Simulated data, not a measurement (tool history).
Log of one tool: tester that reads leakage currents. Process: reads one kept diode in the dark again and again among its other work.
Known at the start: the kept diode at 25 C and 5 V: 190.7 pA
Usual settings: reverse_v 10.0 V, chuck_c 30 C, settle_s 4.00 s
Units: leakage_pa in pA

run	hour	reverse_v	chuck_c	settle_s	leakage_pa
1	0.0	10.0	30	4.00	364.35
2	21.0	10.0	30	4.00	361.37
3	52.3	10.0	30	4.00	362.00
4	70.5	10.0	30	4.00	363.89
5	97.0	10.0	30	4.00	363.40
6	127.4	10.0	30	4.00	362.84
7	147.4	10.0	30	4.00	362.60
8	171.1	12.3	30	4.00	403.14
9	205.6	12.3	30	4.00	401.72
10	234.3	10.0	30	4.00	363.68
11	251.8	10.0	30	4.00	360.12
12	267.5	10.0	24	4.00	231.84
13	301.9	10.0	30	4.00	360.51
14	327.1	10.0	30	4.00	361.49
15	347.8	10.0	30	4.00	359.78
16	364.3	10.0	30	4.00	359.25
17	401.7	10.0	29	3.19	332.55
18	433.0	10.0	59	1.73	2572.55
19	468.8	9.9	30	0.72	358.69
20	496.8	9.9	30	0.72	359.65
21	524.3	1.2	21	4.21	61.88
# hour 551.2: chuck's temperature calibrated
22	556.7	1.2	22	2.31	74.45
23	572.8	1.2	29	3.94	126.32
24	607.8	1.2	29	3.94	125.83
25	628.7	3.6	23	1.11	140.41
26	654.1	3.6	23	1.11	140.21
27	671.4	5.0	25	8.59	191.39
28	705.0	5.0	25	8.59	191.19
29	737.3	5.0	25	8.59	190.63
30	758.9	11.0	23	2.06	247.72
31	793.9	19.6	48	1.91	1920.96

Forecast each of these 3 alternatives for the next run:
A	823.3	19.6	38	1.91	?
B	823.3	10.0	30	0.68	?
C	823.3	7.4	48	7.59	?

run	leakage_pa
A	973.15
B	395.76
C	1176.92
Without the tool's hidden state the same runs would have given:
run	leakage_pa
A	980.31
B	397.14
C	1199.07
